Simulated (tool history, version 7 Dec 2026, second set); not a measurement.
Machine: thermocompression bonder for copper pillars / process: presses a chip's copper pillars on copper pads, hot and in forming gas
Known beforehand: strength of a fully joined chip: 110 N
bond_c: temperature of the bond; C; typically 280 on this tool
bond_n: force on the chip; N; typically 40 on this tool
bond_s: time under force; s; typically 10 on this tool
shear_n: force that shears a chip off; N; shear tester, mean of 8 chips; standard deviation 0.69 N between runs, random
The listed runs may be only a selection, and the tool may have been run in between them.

| run | hour | bond_c | bond_n | bond_s | shear_n |
|---|---|---|---|---|---|
| 1 | 0 | 280 | 40 | 10 | 67.7 |
| 2 | 24.7 | 280 | 40 | 10 | 67.6 |
|  | 32.3 | forming gas filter changed |
| 3 | 46.5 | 280 | 28 | 10 | 55.5 |
| 4 | 77.9 | 280 | 40 | 10 | 67.3 |
| 5 | 108 | 280 | 40 | 10 | 67.8 |
| 6 | 137.3 | 280 | 40 | 10 | 67.2 |
| 7 | 154.8 | 280 | 40 | 10 | 68.6 |
| 8 | 177.5 | 280 | 40 | 10 | 68.1 |
| 9 | 201 | 280 | 40 | 10 | 68 |
| 10 | 223.6 | 280 | 40 | 10 | 68.1 |
| 11 | 249.3 | 280 | 40 | 10 | 66.8 |
| 12 | 265.6 | 292 | 54 | 10 | 80.5 |
| 13 | 287.4 | 292 | 54 | 10 | 83.4 |
| 14 | 313.4 | 260 | 40 | 10 | 56.6 |
| 15 | 343.8 | 306 | 26 | 7 | 59.7 |
| 16 | 372.3 | 298 | 59 | 12 | 91.9 |
| 17 | 389.9 | 267 | 30 | 10 | 51.6 |
| 18 | 407.4 | 294 | 24 | 6 | 48.7 |

Run 19, settings as shown, results not yet in. Your forecast:
| 19 | 421.3 | 299 | 34 | 19 | ? |

{"run 19": {"shear_n": 82.6}}
Were there no unlogged condition in the tool, this run, its random variation unchanged, would have produced shear_n 83.3 N.

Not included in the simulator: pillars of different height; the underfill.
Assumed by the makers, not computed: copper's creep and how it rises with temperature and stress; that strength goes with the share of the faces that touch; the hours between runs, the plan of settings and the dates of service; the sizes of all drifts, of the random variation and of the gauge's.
